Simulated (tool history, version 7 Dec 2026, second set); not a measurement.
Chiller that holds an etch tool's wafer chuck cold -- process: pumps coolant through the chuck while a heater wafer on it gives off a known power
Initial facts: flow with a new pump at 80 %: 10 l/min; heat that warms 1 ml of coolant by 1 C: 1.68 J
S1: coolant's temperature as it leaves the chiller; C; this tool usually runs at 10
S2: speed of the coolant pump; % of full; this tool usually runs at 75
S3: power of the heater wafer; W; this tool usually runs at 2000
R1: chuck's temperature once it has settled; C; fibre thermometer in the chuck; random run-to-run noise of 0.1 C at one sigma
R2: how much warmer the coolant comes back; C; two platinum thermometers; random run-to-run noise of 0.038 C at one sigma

run,hour,S1,S2,S3,R1,R2
1,0.0,10,75,2000,24.8,7.61
2,80.1,10,75,2000,24.6,7.62
3,138.5,10,75,2000,24.7,7.63
4,194.7,10,75,2000,24.7,7.58
5,266.9,10,75,2000,24.7,7.64
6,319.1,10,75,2000,24.9,7.71
7,405.5,10,75,2000,24.7,7.69
8,449.0,10,75,2000,24.9,7.75
9,538.1,10,75,1327,19.7,5.15
10,601.9,10,75,2000,24.7,7.64
11,688.8,10,75,2000,24.6,7.74
12,752.9,10,75,2000,24.7,7.70
13,796.9,10,75,2000,24.7,7.68
14,844.6,10,65,2000,26.4,8.93
15,929.3,10,80,2000,24.2,7.23
16,978.8,10,75,2000,24.7,7.71
17,1038.9,3,75,2000,17.8,7.74
18,1101.3,3,75,1369,13.2,5.33
# hour 1159.8: chiller's thermometer calibrated
19,1180.1,1,88,2408,16.5,7.89
20,1268.8,1,88,2408,17.0,7.99
21,1349.7,4,75,1825,17.4,7.18
22,1397.9,4,75,1825,17.4,7.12
23,1451.7,9,84,1825,21.5,6.37
24,1529.5,9,84,1819,21.4,6.39
25,1612.4,9,94,2140,22.3,6.64
26,1704.1,9,94,2140,22.1,6.69
27,1787.7,12,75,1552,23.4,6.11
28,1858.6,10,75,1585,21.6,6.23
29,1919.4,13,75,1707,25.5,6.76
30,2001.2,16,88,1707,27.2,5.67
31,2081.2,19,78,1532,30.1,5.87

Estimate the outcome of run 32 from the log above:
32,2161.8,10,71,2000,?,?

For run 32 the tool returned R1 25.1 C, R2 8.33 C.
Take away the tool's hidden state, keep the run-to-run variation as it was, and the same run would have given R1 25.1 C, R2 8.13 C.
